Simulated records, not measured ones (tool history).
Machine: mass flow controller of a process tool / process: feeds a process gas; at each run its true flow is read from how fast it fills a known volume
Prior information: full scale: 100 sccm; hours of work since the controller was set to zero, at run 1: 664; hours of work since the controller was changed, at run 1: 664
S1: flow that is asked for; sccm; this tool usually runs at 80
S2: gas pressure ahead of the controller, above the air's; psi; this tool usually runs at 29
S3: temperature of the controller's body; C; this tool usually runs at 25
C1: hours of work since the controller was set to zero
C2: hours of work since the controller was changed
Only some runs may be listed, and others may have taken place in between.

Run 1, hour 0: usual settings; C1 664; C2 664. Result: true flow (%) 99.63.
Run 2, hour 148.2: usual settings; C1 771; C2 771. Result: true flow (%) 99.48.
Run 3, hour 208.5: usual settings; C1 815; C2 815. Result: true flow (%) 99.51.
Run 4, hour 318.8: usual settings but S1 27 sccm; C1 894; C2 894. Result: true flow (%) 98.32.
Run 5, hour 455: usual settings but S1 27 sccm; C1 992; C2 992. Result: true flow (%) 98.28.
Run 6, hour 595.7: usual settings but S1 27 sccm; C1 1094; C2 1094. Result: true flow (%) 98.09.
Run 7, hour 664.5: usual settings but S1 27 sccm; C1 1143; C2 1143. Result: true flow (%) 98.25.
Run 8, hour 802.7: usual settings but S1 15 sccm, S2 32.8 psi; C1 1243; C2 1243. Result: true flow (%) 97.93.
Run 9, hour 932.8: usual settings but S1 15 sccm, S2 32.8 psi; C1 1337; C2 1337. Result: true flow (%) 97.8.
Run 10, hour 1064: usual settings but S1 55 sccm, S2 25.5 psi, S3 24 C; C1 1432; C2 1432. Result: true flow (%) 98.39.
Run 11, hour 1200.6: usual settings but S1 55 sccm, S2 25.5 psi, S3 24 C; C1 1530; C2 1530. Result: true flow (%) 98.41.
Run 12, hour 1288.7: usual settings but S1 26 sccm, S2 34.5 psi, S3 38 C; C1 1594; C2 1594. Result: true flow (%) 97.17.
Run 13, hour 1358.8: usual settings but S1 26 sccm, S2 34.5 psi, S3 38 C; C1 1644; C2 1644. Result: true flow (%) 97.12.

The same runs without the tool's hidden state, with the same run-to-run variation:
Hidden state present: flow at rest that the sensor doesn't see, % of full scale; true flow over the shown one, %; drift of the gauge itself on true_pct, %.
run  true flow (%)
  1          99.62
  2          99.55
  3          99.61
  4          98.48
  5          98.51
  6          98.39
  7          98.59
  8          98.35
  9          98.28
 10          98.93
 11          99.02
 12          97.82
 13          97.81

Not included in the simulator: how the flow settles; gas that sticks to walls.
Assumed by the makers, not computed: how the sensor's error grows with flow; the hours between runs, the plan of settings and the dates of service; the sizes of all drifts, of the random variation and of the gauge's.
